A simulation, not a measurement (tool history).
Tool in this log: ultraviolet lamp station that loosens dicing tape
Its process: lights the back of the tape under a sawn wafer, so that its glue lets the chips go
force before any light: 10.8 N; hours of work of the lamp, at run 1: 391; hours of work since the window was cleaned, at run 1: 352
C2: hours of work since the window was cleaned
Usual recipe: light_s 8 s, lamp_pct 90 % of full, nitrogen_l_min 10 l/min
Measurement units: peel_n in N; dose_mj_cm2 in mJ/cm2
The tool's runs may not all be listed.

run 1 hour=0.0 | light_s=8 lamp_pct=90 nitrogen_l_min=10 | hours_of_work_of_the_lamp=391 C2=352 | peel_n=0.922 dose_mj_cm2=262
run 2 hour=28.7 | light_s=8 lamp_pct=90 nitrogen_l_min=10 | hours_of_work_of_the_lamp=410 C2=372 | peel_n=0.978 dose_mj_cm2=264
run 3 hour=48.7 | light_s=8 lamp_pct=90 nitrogen_l_min=10 | hours_of_work_of_the_lamp=424 C2=386 | peel_n=1.001 dose_mj_cm2=262
run 4 hour=85.5 | light_s=8 lamp_pct=75 nitrogen_l_min=10 | hours_of_work_of_the_lamp=449 C2=411 | peel_n=1.422 dose_mj_cm2=211
run 5 hour=124.6 | light_s=8 lamp_pct=80 nitrogen_l_min=10 | hours_of_work_of_the_lamp=476 C2=437 | peel_n=1.290 dose_mj_cm2=223
run 6 hour=164.1 | light_s=8 lamp_pct=80 nitrogen_l_min=10 | hours_of_work_of_the_lamp=503 C2=464 | peel_n=1.351 dose_mj_cm2=223
-- hour=182.6 window cleaned of glue's vapour
run 7 hour=211.0 | light_s=8 lamp_pct=80 nitrogen_l_min=10 | hours_of_work_of_the_lamp=535 C2=19 | peel_n=0.964 dose_mj_cm2=265
run 8 hour=245.8 | light_s=8 lamp_pct=90 nitrogen_l_min=6 | hours_of_work_of_the_lamp=559 C2=43 | peel_n=0.987 dose_mj_cm2=293
run 9 hour=284.2 | light_s=4 lamp_pct=90 nitrogen_l_min=6 | hours_of_work_of_the_lamp=585 C2=69 | peel_n=2.948 dose_mj_cm2=145
run 10 hour=329.7 | light_s=4 lamp_pct=90 nitrogen_l_min=6 | hours_of_work_of_the_lamp=616 C2=101 | peel_n=3.154 dose_mj_cm2=142
run 11 hour=357.2 | light_s=8 lamp_pct=90 nitrogen_l_min=10 | hours_of_work_of_the_lamp=635 C2=119 | peel_n=0.802 dose_mj_cm2=283
run 12 hour=403.5 | light_s=8 lamp_pct=90 nitrogen_l_min=10 | hours_of_work_of_the_lamp=666 C2=151 | peel_n=0.841 dose_mj_cm2=278
run 13 hour=441.8 | light_s=8 lamp_pct=90 nitrogen_l_min=11 | hours_of_work_of_the_lamp=693 C2=177 | peel_n=0.833 dose_mj_cm2=276
run 14 hour=469.2 | light_s=8 lamp_pct=90 nitrogen_l_min=11 | hours_of_work_of_the_lamp=711 C2=196 | peel_n=0.849 dose_mj_cm2=269
run 15 hour=504.8 | light_s=8 lamp_pct=90 nitrogen_l_min=11 | hours_of_work_of_the_lamp=736 C2=220 | peel_n=0.847 dose_mj_cm2=270
run 16 hour=527.3 | light_s=8 lamp_pct=90 nitrogen_l_min=7 | hours_of_work_of_the_lamp=751 C2=236 | peel_n=1.102 dose_mj_cm2=266
run 17 hour=556.5 | light_s=8 lamp_pct=90 nitrogen_l_min=4 | hours_of_work_of_the_lamp=771 C2=256 | peel_n=1.488 dose_mj_cm2=261
run 18 hour=588.2 | light_s=8 lamp_pct=90 nitrogen_l_min=4 | hours_of_work_of_the_lamp=793 C2=277 | peel_n=1.568 dose_mj_cm2=260
run 19 hour=620.2 | light_s=8 lamp_pct=90 nitrogen_l_min=3 | hours_of_work_of_the_lamp=814 C2=299 | peel_n=1.804 dose_mj_cm2=260
run 20 hour=646.5 | light_s=10 lamp_pct=90 nitrogen_l_min=10 | hours_of_work_of_the_lamp=832 C2=317 | peel_n=0.636 dose_mj_cm2=316
run 21 hour=670.8 | light_s=5 lamp_pct=90 nitrogen_l_min=10 | hours_of_work_of_the_lamp=849 C2=334 | peel_n=2.344 dose_mj_cm2=154
run 22 hour=712.7 | light_s=5 lamp_pct=90 nitrogen_l_min=10 | hours_of_work_of_the_lamp=878 C2=362 | peel_n=2.497 dose_mj_cm2=155
run 23 hour=734.6 | light_s=6 lamp_pct=61 nitrogen_l_min=10 | hours_of_work_of_the_lamp=893 C2=377 | peel_n=3.152 dose_mj_cm2=127
run 24 hour=781.7 | light_s=6 lamp_pct=73 nitrogen_l_min=17 | hours_of_work_of_the_lamp=925 C2=410 | peel_n=2.279 dose_mj_cm2=148
run 25 hour=812.7 | light_s=5 lamp_pct=68 nitrogen_l_min=18 | hours_of_work_of_the_lamp=946 C2=431 | peel_n=3.216 dose_mj_cm2=112
run 26 hour=849.0 | light_s=5 lamp_pct=87 nitrogen_l_min=4 | hours_of_work_of_the_lamp=971 C2=456 | peel_n=3.596 dose_mj_cm2=143
run 27 hour=877.5 | light_s=5 lamp_pct=87 nitrogen_l_min=6 | hours_of_work_of_the_lamp=990 C2=475 | peel_n=3.211 dose_mj_cm2=139
-- hour=881.5 window cleaned of glue's vapour
run 28 hour=913.3 | light_s=13 lamp_pct=69 nitrogen_l_min=12 | hours_of_work_of_the_lamp=1014 C2=22 | peel_n=0.483 dose_mj_cm2=349
run 29 hour=945.5 | light_s=7 lamp_pct=63 nitrogen_l_min=12 | hours_of_work_of_the_lamp=1036 C2=44 | peel_n=1.928 dose_mj_cm2=168
run 30 hour=968.5 | light_s=7 lamp_pct=89 nitrogen_l_min=12 | hours_of_work_of_the_lamp=1052 C2=59 | peel_n=1.064 dose_mj_cm2=236
run 31 hour=1005.4 | light_s=7 lamp_pct=65 nitrogen_l_min=3 | hours_of_work_of_the_lamp=1077 C2=85 | peel_n=3.150 dose_mj_cm2=170

Run 32 comes next. What will it give?
run 32 hour=1043.9 | light_s=8 lamp_pct=75 nitrogen_l_min=9 | hours_of_work_of_the_lamp=1104 C2=111 | peel_n=? dose_mj_cm2=?

{"run 32": {"peel_n": 1.339, "dose_mj_cm2": 221}}
If the tool had no hidden condition, the same run with the same run-to-run variation would have returned peel_n 0.937 N, dose_mj_cm2 265 mJ/cm2.

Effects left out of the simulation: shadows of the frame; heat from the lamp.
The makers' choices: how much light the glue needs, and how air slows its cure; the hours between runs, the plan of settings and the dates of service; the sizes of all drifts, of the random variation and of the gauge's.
